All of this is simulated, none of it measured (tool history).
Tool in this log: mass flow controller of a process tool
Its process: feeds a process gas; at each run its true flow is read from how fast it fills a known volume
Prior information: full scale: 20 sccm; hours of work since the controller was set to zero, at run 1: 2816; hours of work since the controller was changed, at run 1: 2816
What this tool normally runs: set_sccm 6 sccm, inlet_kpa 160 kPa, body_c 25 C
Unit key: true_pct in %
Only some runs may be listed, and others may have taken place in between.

| run | hour | set_sccm | inlet_kpa | body_c | hours of work since the controller was set to zero | hours of work since the controller was changed | true_pct |
|---|---|---|---|---|---|---|---|
| 1 | 0 | 6 | 160 | 25 | 2816 | 2816 | 99.06 |
| 2 | 323.6 | 6 | 160 | 25 | 3061 | 3061 | 99.05 |
| 3 | 717.5 | 6 | 160 | 25 | 3360 | 3360 | 99.01 |
| 4 | 966.4 | 6 | 160 | 25 | 3549 | 3549 | 98.98 |
| 5 | 1162.9 | 6 | 160 | 25 | 3698 | 3698 | 99.04 |
| 6 | 1354.9 | 6 | 160 | 25 | 3843 | 3843 | 99.07 |
| 7 | 1735.9 | 6 | 160 | 25 | 4132 | 4132 | 99.09 |
| 8 | 2041 | 6 | 160 | 25 | 4364 | 4364 | 99.08 |
| 9 | 2207.3 | 6 | 160 | 36 | 4490 | 4490 | 99.88 |
| 10 | 2557.2 | 6 | 160 | 36 | 4755 | 4755 | 100.05 |
| 11 | 2772.7 | 6 | 160 | 36 | 4918 | 4918 | 99.83 |
| 12 | 3057.1 | 6 | 160 | 25 | 5134 | 5134 | 99.11 |
| 13 | 3227.4 | 6 | 160 | 25 | 5263 | 5263 | 99.02 |
| 14 | 3454.4 | 6 | 160 | 25 | 5435 | 5435 | 99.12 |
|  | 3513.2 | controller's zero set anew |
| 15 | 3827.9 | 5 | 231 | 26 | 239 | 5718 | 99.36 |
| 16 | 4042.7 | 5 | 231 | 26 | 401 | 5881 | 99.43 |
| 17 | 4422.9 | 7 | 174 | 27 | 690 | 6169 | 99.29 |
| 18 | 4645 | 6 | 198 | 27 | 858 | 6338 | 99.47 |
| 19 | 4970 | 7 | 279 | 23 | 1105 | 6584 | 99.46 |
| 20 | 5213.4 | 7 | 279 | 23 | 1289 | 6769 | 99.44 |
| 21 | 5490.3 | 7 | 279 | 23 | 1499 | 6979 | 99.42 |
| 22 | 5738.2 | 7 | 279 | 21 | 1687 | 7167 | 99.38 |
| 23 | 6133.5 | 13 | 227 | 21 | 1987 | 7466 | 99.51 |
| 24 | 6328.9 | 13 | 218 | 21 | 2135 | 7615 | 99.46 |
| 25 | 6568.8 | 6 | 216 | 26 | 2317 | 7796 | 99.37 |
| 26 | 6796.7 | 6 | 208 | 26 | 2490 | 7969 | 99.37 |
| 27 | 7089.4 | 6 | 208 | 26 | 2712 | 8191 | 99.35 |
| 28 | 7323.5 | 6 | 215 | 26 | 2889 | 8369 | 99.44 |

Hidden condition of the tool, last listed run before each entry between runs versus first listed run after:
Between runs 14 and 15: controller's zero set anew (hour 3513.2)
  flow at rest that the sensor doesn't see, % of full scale: 0.007 -> 0
